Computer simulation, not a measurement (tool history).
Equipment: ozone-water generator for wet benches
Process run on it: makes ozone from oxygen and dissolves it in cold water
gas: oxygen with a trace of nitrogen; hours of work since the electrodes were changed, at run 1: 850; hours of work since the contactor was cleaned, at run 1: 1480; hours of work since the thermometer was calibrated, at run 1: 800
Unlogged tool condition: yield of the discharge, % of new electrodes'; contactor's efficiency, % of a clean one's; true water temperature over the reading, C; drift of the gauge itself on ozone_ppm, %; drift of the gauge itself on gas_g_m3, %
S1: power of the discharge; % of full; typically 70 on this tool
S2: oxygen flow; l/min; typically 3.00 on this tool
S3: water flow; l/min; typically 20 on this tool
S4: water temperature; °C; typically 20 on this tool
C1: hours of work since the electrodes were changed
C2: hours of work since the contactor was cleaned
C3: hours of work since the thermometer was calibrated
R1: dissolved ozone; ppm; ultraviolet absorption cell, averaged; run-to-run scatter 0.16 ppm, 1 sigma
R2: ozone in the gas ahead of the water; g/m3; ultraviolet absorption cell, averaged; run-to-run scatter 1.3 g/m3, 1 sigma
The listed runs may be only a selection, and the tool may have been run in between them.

run,hour,S1,S2,S3,S4,C1,C2,C3,R1,R2
1,0.0,70,3.00,20,20,850,1480,800,21.1,247.7
2,112.3,70,3.00,20,20,954,1584,903,21.1,245.7
3,201.2,94,3.00,20,20,1036,1666,985,27.6,320.1
4,302.6,94,3.00,20,20,1129,1759,1079,27.2,322.5
5,362.5,64,3.00,20,20,1184,1814,1134,19.6,228.8
6,471.9,64,3.00,20,23,1285,1915,1235,19.0,230.9
7,526.2,64,3.00,20,23,1335,1965,1285,18.7,226.9
8,633.4,64,3.00,20,23,1434,2064,1384,18.8,232.5
9,765.1,53,3.00,20,23,1556,2185,1505,16.2,194.9
10,887.1,70,3.00,20,20,1668,2298,1617,21.0,246.0
# hour 949.4: contactor cleaned
11,1003.6,70,3.00,17,20,1772,50,1721,24.6,246.3
12,1094.0,70,2.56,17,20,1855,133,1804,23.5,259.2
13,1157.6,70,3.00,20,20,1914,192,1863,21.1,246.7
14,1213.9,70,3.00,20,20,1965,244,1915,21.2,247.2
15,1283.0,70,3.00,20,20,2029,307,1979,21.3,248.8
16,1337.1,70,3.00,20,20,2079,357,2028,21.1,246.1
17,1458.9,59,3.00,20,20,2191,470,2141,18.4,210.6
18,1548.8,59,3.00,20,20,2274,552,2224,18.1,213.2
19,1674.7,59,3.00,20,20,2390,668,2340,18.1,213.2
20,1755.3,81,3.62,17,23,2464,743,2414,28.1,266.2
21,1836.6,81,2.65,19,23,2539,818,2489,23.0,292.8
22,1951.9,81,2.65,19,23,2646,924,2595,23.6,291.1
23,2008.5,90,3.45,27,13,2698,976,2647,22.1,295.9
24,2086.8,90,2.53,27,19,2770,1048,2719,18.3,325.1
25,2205.1,70,3.00,19,20,2879,1157,2828,22.6,246.8
26,2318.7,65,3.00,23,20,2984,1262,2933,17.3,230.9
27,2401.3,65,3.00,23,20,3060,1338,3009,17.6,231.0
28,2467.9,65,3.00,21,12,3121,1400,3071,20.3,231.4
29,2577.1,91,3.00,26,16,3222,1500,3171,21.0,309.2
30,2640.8,91,3.00,26,16,3281,1559,3230,21.1,314.9
31,2741.1,70,2.46,20,15,3373,1651,3322,20.5,263.6
32,2854.7,70,2.46,20,15,3478,1756,3427,20.6,260.9

Here are 4 independent what-if runs from the current tool condition. What would each one return?
A,2945.4,45,2.46,22,16,3561,1840,3511,?,?
B,2945.4,70,3.00,13,18,3561,1840,3511,?,?
C,2945.4,70,3.00,20,19,3561,1840,3511,?,?
D,2945.4,52,3.00,20,20,3561,1840,3511,?,?

run,R1,R2
A,12.4,177.3
B,31.3,247.1
C,21.3,249.7
D,16.4,189.2
What these runs would have given with no unlogged condition in the tool:
run,R1,R2
A,12.4,177.6
B,31.4,247.7
C,21.3,250.3
D,16.5,189.5
